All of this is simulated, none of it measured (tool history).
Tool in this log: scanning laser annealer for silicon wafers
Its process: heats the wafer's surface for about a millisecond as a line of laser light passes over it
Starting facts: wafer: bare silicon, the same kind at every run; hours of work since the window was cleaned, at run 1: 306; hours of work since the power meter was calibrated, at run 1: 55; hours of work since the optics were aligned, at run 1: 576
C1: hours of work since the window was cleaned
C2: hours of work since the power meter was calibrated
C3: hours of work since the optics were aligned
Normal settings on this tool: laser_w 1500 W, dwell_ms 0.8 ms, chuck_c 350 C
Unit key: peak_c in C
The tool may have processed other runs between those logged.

Run 1, day 0: usual settings; C1 306; C2 55; C3 576. Result: peak_c 1146 C.
Run 2, day 0.425: usual settings; C1 310; C2 59; C3 580. Result: peak_c 1146 C.
Run 3, day 0.762: usual settings; C1 313; C2 62; C3 583. Result: peak_c 1145 C.
Run 4, day 1.258: usual settings; C1 318; C2 67; C3 588. Result: peak_c 1143 C.
Run 5, day 1.696: usual settings but chuck_c 362 C; C1 323; C2 72; C3 593. Result: peak_c 1157 C.
Run 6, day 2.075: usual settings but chuck_c 362 C; C1 327; C2 76; C3 596. Result: peak_c 1156 C.
Run 7, day 2.521: usual settings but chuck_c 362 C; C1 331; C2 80; C3 601. Result: peak_c 1155 C.
Run 8, day 2.925: usual settings but chuck_c 362 C; C1 335; C2 84; C3 605. Result: peak_c 1153 C.
Run 9, day 3.267: usual settings but chuck_c 362 C; C1 338; C2 87; C3 608. Result: peak_c 1157 C.
Run 10, day 3.658: usual settings but chuck_c 362 C; C1 342; C2 91; C3 612. Result: peak_c 1156 C.
Run 11, day 4.067: usual settings but chuck_c 362 C; C1 346; C2 95; C3 616. Result: peak_c 1155 C.
Run 12, day 4.504: usual settings but chuck_c 362 C; C1 351; C2 100; C3 620. Result: peak_c 1155 C.
Run 13, day 4.854: usual settings but laser_w 1411 W; C1 354; C2 103; C3 624. Result: peak_c 1091 C.
Run 14, day 5.217: usual settings but laser_w 1411 W; C1 358; C2 107; C3 627. Result: peak_c 1091 C.
Run 15, day 5.638: usual settings; C1 362; C2 111; C3 632. Result: peak_c 1143 C.
Run 16, day 5.904: usual settings but laser_w 1372 W; C1 365; C2 114; C3 634. Result: peak_c 1067 C.
Run 17, day 6.196: usual settings; C1 367; C2 116; C3 637. Result: peak_c 1142 C.
Run 18, day 6.546: usual settings; C1 371; C2 120; C3 641. Result: peak_c 1144 C.
Run 19, day 6.867: usual settings; C1 374; C2 123; C3 644. Result: peak_c 1142 C.
Run 20, day 7.125: usual settings; C1 377; C2 126; C3 646. Result: peak_c 1144 C.
Run 21, day 7.612: usual settings but dwell_ms 0.879 ms; C1 382; C2 131; C3 651. Result: peak_c 1179 C.
Run 22, day 8.1: usual settings but dwell_ms 0.879 ms, chuck_c 333 C; C1 386; C2 135; C3 656. Result: peak_c 1164 C.
Run 23, day 8.512: usual settings but dwell_ms 0.57 ms, chuck_c 371 C; C1 391; C2 139; C3 660. Result: peak_c 1043 C.
Run 24, day 9.033: usual settings but laser_w 1457 W, dwell_ms 0.605 ms; C1 396; C2 145; C3 665. Result: peak_c 1017 C.
Run 25, day 9.388: usual settings but laser_w 1395 W, dwell_ms 0.865 ms; C1 399; C2 148; C3 669. Result: peak_c 1108 C.
Run 26, day 9.9: usual settings but laser_w 1423 W, dwell_ms 0.924 ms, chuck_c 333 C; C1 404; C2 153; C3 674. Result: peak_c 1135 C.
Run 27, day 10.154: usual settings but laser_w 1539 W, dwell_ms 0.587 ms, chuck_c 355 C; C1 407; C2 156; C3 677. Result: peak_c 1055 C.
Run 28, day 10.462: usual settings but laser_w 1589 W, dwell_ms 0.565 ms, chuck_c 387 C; C1 410; C2 159; C3 680. Result: peak_c 1100 C.
Run 29, day 10.992: usual settings but laser_w 1589 W, dwell_ms 0.565 ms, chuck_c 322 C; C1 415; C2 164; C3 685. Result: peak_c 1034 C.
Run 30, day 11.342: usual settings but laser_w 1589 W, dwell_ms 0.565 ms, chuck_c 322 C; C1 419; C2 168; C3 688. Result: peak_c 1033 C.
Run 31, day 11.579: usual settings but laser_w 1630 W, dwell_ms 0.771 ms, chuck_c 326 C; C1 421; C2 170; C3 691. Result: peak_c 1181 C.

Predict the results of run 32:
Run 32, day 11.85: usual settings but laser_w 1370 W, dwell_ms 0.643 ms, chuck_c 310 C; C1 424; C2 173; C3 693. Result: peak_c ?.

Run 32 came out at peak_c 951 C.
With the hidden condition absent and the run-to-run variation left alone, this run would have shown peak_c 962 C.

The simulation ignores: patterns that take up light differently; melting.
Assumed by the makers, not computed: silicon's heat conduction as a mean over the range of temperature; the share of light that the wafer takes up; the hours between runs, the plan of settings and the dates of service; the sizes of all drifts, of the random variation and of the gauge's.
